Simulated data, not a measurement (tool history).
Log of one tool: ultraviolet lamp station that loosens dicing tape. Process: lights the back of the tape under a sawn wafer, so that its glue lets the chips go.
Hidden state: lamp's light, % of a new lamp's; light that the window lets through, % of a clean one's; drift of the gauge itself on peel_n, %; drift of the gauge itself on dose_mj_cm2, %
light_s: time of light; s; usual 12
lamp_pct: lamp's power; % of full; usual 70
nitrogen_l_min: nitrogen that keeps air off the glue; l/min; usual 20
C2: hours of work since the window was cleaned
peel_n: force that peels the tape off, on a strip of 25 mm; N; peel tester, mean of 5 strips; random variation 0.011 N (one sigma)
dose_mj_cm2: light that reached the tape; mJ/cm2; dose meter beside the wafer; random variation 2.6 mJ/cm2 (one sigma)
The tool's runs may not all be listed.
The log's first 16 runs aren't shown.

{"run": 17, "hour": 400.5, "light_s": 9, "lamp_pct": 70, "nitrogen_l_min": 20, "hours of work of the lamp": 503, "C2": 40, "peel_n": 1.812, "dose_mj_cm2": 173}
{"run": 18, "hour": 415.2, "light_s": 9, "lamp_pct": 70, "nitrogen_l_min": 20, "hours of work of the lamp": 510, "C2": 47, "peel_n": 1.821, "dose_mj_cm2": 173}
{"run": 19, "hour": 439.9, "light_s": 12, "lamp_pct": 70, "nitrogen_l_min": 30, "hours of work of the lamp": 522, "C2": 59, "peel_n": 0.857, "dose_mj_cm2": 224}
{"run": 20, "hour": 461.1, "light_s": 19, "lamp_pct": 70, "nitrogen_l_min": 20, "hours of work of the lamp": 532, "C2": 70, "peel_n": 0.41, "dose_mj_cm2": 357}
{"run": 21, "hour": 478.1, "light_s": 19, "lamp_pct": 70, "nitrogen_l_min": 20, "hours of work of the lamp": 541, "C2": 78, "peel_n": 0.419, "dose_mj_cm2": 351}
{"run": 22, "hour": 499.5, "light_s": 19, "lamp_pct": 70, "nitrogen_l_min": 20, "hours of work of the lamp": 551, "C2": 89, "peel_n": 0.418, "dose_mj_cm2": 347}
{"run": 23, "hour": 524.8, "light_s": 6, "lamp_pct": 71, "nitrogen_l_min": 30, "hours of work of the lamp": 564, "C2": 101, "peel_n": 2.725, "dose_mj_cm2": 109}
{"run": 24, "hour": 549.1, "light_s": 20, "lamp_pct": 93, "nitrogen_l_min": 20, "hours of work of the lamp": 576, "C2": 113, "peel_n": 0.227, "dose_mj_cm2": 469}
{"run": 25, "hour": 582.4, "light_s": 20, "lamp_pct": 93, "nitrogen_l_min": 20, "hours of work of the lamp": 592, "C2": 130, "peel_n": 0.223, "dose_mj_cm2": 467}
{"run": 26, "hour": 604.9, "light_s": 12, "lamp_pct": 62, "nitrogen_l_min": 20, "hours of work of the lamp": 604, "C2": 141, "peel_n": 1.608, "dose_mj_cm2": 182}
{"run": 27, "hour": 634.1, "light_s": 17, "lamp_pct": 76, "nitrogen_l_min": 20, "hours of work of the lamp": 618, "C2": 155, "peel_n": 0.542, "dose_mj_cm2": 313}
{"run": 28, "hour": 656.3, "light_s": 17, "lamp_pct": 76, "nitrogen_l_min": 20, "hours of work of the lamp": 629, "C2": 166, "peel_n": 0.554, "dose_mj_cm2": 312}
{"run": 29, "hour": 670.1, "light_s": 17, "lamp_pct": 76, "nitrogen_l_min": 20, "hours of work of the lamp": 636, "C2": 173, "peel_n": 0.566, "dose_mj_cm2": 313}
{"run": 30, "hour": 695.7, "light_s": 17, "lamp_pct": 76, "nitrogen_l_min": 20, "hours of work of the lamp": 648, "C2": 186, "peel_n": 0.596, "dose_mj_cm2": 306}
{"run": 31, "hour": 710.2, "light_s": 17, "lamp_pct": 76, "nitrogen_l_min": 20, "hours of work of the lamp": 656, "C2": 193, "peel_n": 0.598, "dose_mj_cm2": 304}
{"run": 32, "hour": 724.4, "light_s": 22, "lamp_pct": 96, "nitrogen_l_min": 15, "hours of work of the lamp": 663, "C2": 200, "peel_n": 0.245, "dose_mj_cm2": 494}
{"run": 33, "hour": 744.2, "light_s": 22, "lamp_pct": 96, "nitrogen_l_min": 15, "hours of work of the lamp": 672, "C2": 210, "peel_n": 0.25, "dose_mj_cm2": 487}

Forecast each of these 5 alternatives for the next run:
{"run": "A", "hour": 761.4, "light_s": 22, "lamp_pct": 92, "nitrogen_l_min": 19, "hours of work of the lamp": 681, "C2": 218, "peel_n": "?", "dose_mj_cm2": "?"}
{"run": "B", "hour": 761.4, "light_s": 8, "lamp_pct": 71, "nitrogen_l_min": 26, "hours of work of the lamp": 681, "C2": 218, "peel_n": "?", "dose_mj_cm2": "?"}
{"run": "C", "hour": 761.4, "light_s": 12, "lamp_pct": 80, "nitrogen_l_min": 15, "hours of work of the lamp": 681, "C2": 218, "peel_n": "?", "dose_mj_cm2": "?"}
{"run": "D", "hour": 761.4, "light_s": 6, "lamp_pct": 70, "nitrogen_l_min": 20, "hours of work of the lamp": 681, "C2": 218, "peel_n": "?", "dose_mj_cm2": "?"}
{"run": "E", "hour": 761.4, "light_s": 15, "lamp_pct": 71, "nitrogen_l_min": 28, "hours of work of the lamp": 681, "C2": 218, "peel_n": "?", "dose_mj_cm2": "?"}

run=A peel_n=0.247 dose_mj_cm2=468
run=B peel_n=2.382 dose_mj_cm2=131
run=C peel_n=1.398 dose_mj_cm2=220
run=D peel_n=3.571 dose_mj_cm2=93
run=E peel_n=0.762 dose_mj_cm2=242
Without the tool's hidden state the same runs would have given:
run=A peel_n=0.149 dose_mj_cm2=786
run=B peel_n=0.986 dose_mj_cm2=220
run=C peel_n=0.474 dose_mj_cm2=370
run=D peel_n=1.926 dose_mj_cm2=159
run=E peel_n=0.239 dose_mj_cm2=407
